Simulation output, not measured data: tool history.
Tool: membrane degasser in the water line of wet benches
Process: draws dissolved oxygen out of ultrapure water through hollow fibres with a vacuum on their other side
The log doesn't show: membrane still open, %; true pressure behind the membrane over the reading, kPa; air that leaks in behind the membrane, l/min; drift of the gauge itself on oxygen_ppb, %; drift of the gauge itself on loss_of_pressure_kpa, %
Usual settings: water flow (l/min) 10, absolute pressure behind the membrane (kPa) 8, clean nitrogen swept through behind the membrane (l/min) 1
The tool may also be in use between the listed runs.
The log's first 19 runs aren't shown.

run    hour  water flow (l/min)  absolute pressure behind the membrane (kPa)  clean nitrogen swept through behind the membrane (l/min)  hours since the membrane was changed  hours since the vacuum gauge was calibrated  hours since the vacuum lines were made tight  dissolved oxygen in the water behind the degasser (ppb)  pressure that the water loses in the fibres (kPa)
 20  1043.4                  10                                        12.04                                                         1                                  3658                                         1926                                          3761                                                    222.1                                              45.65
     1082.9  -- gauge calibrated
 21  1082.9                  13                                        12.04                                                         1                                  3697                                         1965                                          3800                                                    316.3                                              60.62
 22  1152.6                   7                                        14.02                                                      1.29                                  3767                                         2035                                          3870                                                    143.7                                              32.34
 23  1201.7                  14                                          9.1                                                      1.29                                  3816                                         2084                                          3919                                                    227.7                                              65.25
 24    1233                   9                                         4.87                                                      0.78                                  3847                                         2115                                          3950                                                       56                                              42.09
 25  1267.2                  10                                        11.09                                                      0.66                                  3882                                         2149                                          3985                                                    279.9                                              46.59
 26  1337.6                  10                                        11.09                                                      0.66                                  3952                                         2220                                          4055                                                    285.2                                              46.55
 27  1395.1                  12                                         8.84                                                      2.57                                  4010                                         2277                                          4112                                                    107.4                                              55.91
 28  1427.2                   9                                        10.76                                                      1.25                                  4042                                         2309                                          4145                                                    140.9                                              41.65
 29  1469.5                  13                                         6.44                                                      2.54                                  4084                                         2352                                          4187                                                       99                                              60.38
 30    1522                   6                                         9.51                                                       0.5                                  4136                                         2404                                          4239                                                    175.7                                              27.72
 31  1557.7                   6                                         9.51                                                       0.5                                  4172                                         2440                                          4275                                                    173.2                                              27.66

Forecast each of these 5 alternatives for the next run:
  A  1625.1                  11                                        15.16                                                      0.69                                  4240                                         2507                                          4342                                                        ?                                                  ?
  B  1625.1                  10                                         8.26                                                         1                                  4240                                         2507                                          4342                                                        ?                                                  ?
  C  1625.1                  10                                            8                                                      0.67                                  4240                                         2507                                          4342                                                        ?                                                  ?
  D  1625.1                  14                                        13.48                                                       0.5                                  4240                                         2507                                          4342                                                        ?                                                  ?
  E  1625.1                  10                                            8                                                       2.1                                  4240                                         2507                                          4342                                                        ?                                                  ?

run  dissolved oxygen in the water behind the degasser (ppb)  pressure that the water loses in the fibres (kPa)
  A                                                    442.2                                              51.02
  B                                                    136.4                                              46.11
  C                                                    178.2                                              46.43
  D                                                    640.6                                              64.44
  E                                                     74.2                                              46.23
Without the tool's hidden state the same runs would have given:
run  dissolved oxygen in the water behind the degasser (ppb)  pressure that the water loses in the fibres (kPa)
  A                                                    442.1                                              51.58
  B                                                    136.3                                              46.62
  C                                                    178.1                                              46.94
  D                                                    640.4                                              65.16
  E                                                     74.2                                              46.74
